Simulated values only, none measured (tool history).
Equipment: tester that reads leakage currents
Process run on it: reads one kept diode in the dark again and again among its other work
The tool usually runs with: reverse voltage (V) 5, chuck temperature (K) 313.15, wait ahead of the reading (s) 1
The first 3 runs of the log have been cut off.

run	hour	reverse voltage (V)	chuck temperature (K)	wait ahead of the reading (s)	hours of work since the probe card was cleaned	hours of work since the tester was calibrated	hours of work since the chuck was calibrated	current that the tester gives (pA)
4	414.1	5	313.15	0.74	569	2932	820	69.14
5	506.4	5	313.15	0.74	611	2973	861	68.73
6	638.7	5	313.15	0.74	669	3032	920	68.36
7	788.4	5	300.15	1	736	3099	987	24.73
8	902.2	5	300.15	1	787	3150	1038	24.77
# hour 966.3: tester calibrated
9	1007.3	5	300.15	1	833	18	1084	25.08
10	1109.3	5	306.15	1	878	64	1129	39.71
11	1245.8	5	313.15	1	939	125	1190	67.09
12	1337.9	5	303.15	1	980	166	1231	31.18
# hour 1412.3: chuck's temperature calibrated
13	1486.7	5	303.15	1	1046	231	33	28.26
14	1586.3	5	303.15	1	1090	276	78	28.24
15	1691.1	5	303.15	1	1137	322	124	28.04
16	1818	5	303.15	1	1193	379	181	27.82
# hour 1836.2: chuck's temperature calibrated, once more
17	1947.5	5	313.15	1	1250	436	50	79.59
18	2101.3	5	313.15	1	1319	504	118	79.08
# hour 2143: probe card cleaned and baked
19	2213.2	5	313.15	1	31	553	167	75.28
20	2366.9	5	313.15	2.65	100	621	235	74.29
21	2482.7	15.82	315.15	8.27	151	673	287	124.76
22	2582	15.82	315.15	0.65	196	717	331	130.83
23	2686.5	15.82	315.15	0.65	242	764	378	130.07
24	2806.2	15.82	315.15	0.32	296	817	431	136.19
25	2941.6	15.82	312.15	2.88	356	878	492	97.66
26	3073.2	4.47	294.15	1.41	415	936	550	15.28
27	3160.1	4.47	294.15	1.41	453	975	589	15.23

Run 28 is up next; what results do you expect?
28	3271.9	4.47	294.15	1.41	503	1025	639	?

current that the tester gives (pA): 15.07
With no hidden state in the tool, this same run would have given current that the tester gives (pA) 15.75.
